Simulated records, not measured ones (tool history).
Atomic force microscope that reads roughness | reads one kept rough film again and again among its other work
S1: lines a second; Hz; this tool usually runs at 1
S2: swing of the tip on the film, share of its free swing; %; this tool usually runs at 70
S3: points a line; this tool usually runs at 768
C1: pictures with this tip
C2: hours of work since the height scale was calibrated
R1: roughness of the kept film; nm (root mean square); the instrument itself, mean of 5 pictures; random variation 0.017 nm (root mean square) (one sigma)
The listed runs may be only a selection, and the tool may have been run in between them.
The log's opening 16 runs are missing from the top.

run	hour	S1	S2	S3	C1	C2	R1
17	453.8	1	70	768	41	655	3.477
18	483.9	1	70	768	75	667	3.059
19	518.9	1	70	768	114	682	2.712
20	539.8	1	70	768	137	690	2.559
# hour 544.3: new tip fitted
21	563.1	1	70	768	21	700	3.765
22	605.7	1	70	415	68	717	3.167
23	647.1	1	70	415	115	734	2.764
24	666.1	1	70	415	136	742	2.585
# hour 675.2: new tip fitted
25	707.8	1	87	768	37	759	3.311
26	740.7	1.46	70	636	73	772	3.043
27	781.3	1	77	768	119	789	2.679
# hour 803.9: new tip fitted
28	818.6	3.34	70	420	17	804	3.357
29	857.5	0.62	70	308	60	820	3.237
30	888.9	1.49	86	292	95	833	2.584
# hour 892.9: height scale calibrated on a step standard
31	908.9	0.74	64	768	116	7	2.805
# hour 932: new tip fitted
32	949	1.38	70	768	19	23	3.684
33	966.8	1	56	504	38	30	3.618
# hour 977.4: height scale calibrated on a step standard, once more
34	1001.6	1	62	284	76	10	3.147
35	1025.9	1.17	70	795	103	20	2.835
# hour 1061.4: new tip fitted
36	1065.9	2.7	86	741	5	36	3.238

For run 37, what comes out?
37	1085.9	2.66	84	874	28	44	?

{"run 37": {"R1": 3.012}}
With no hidden state in the tool, this same run would have given R1 3.416 nm (root mean square).
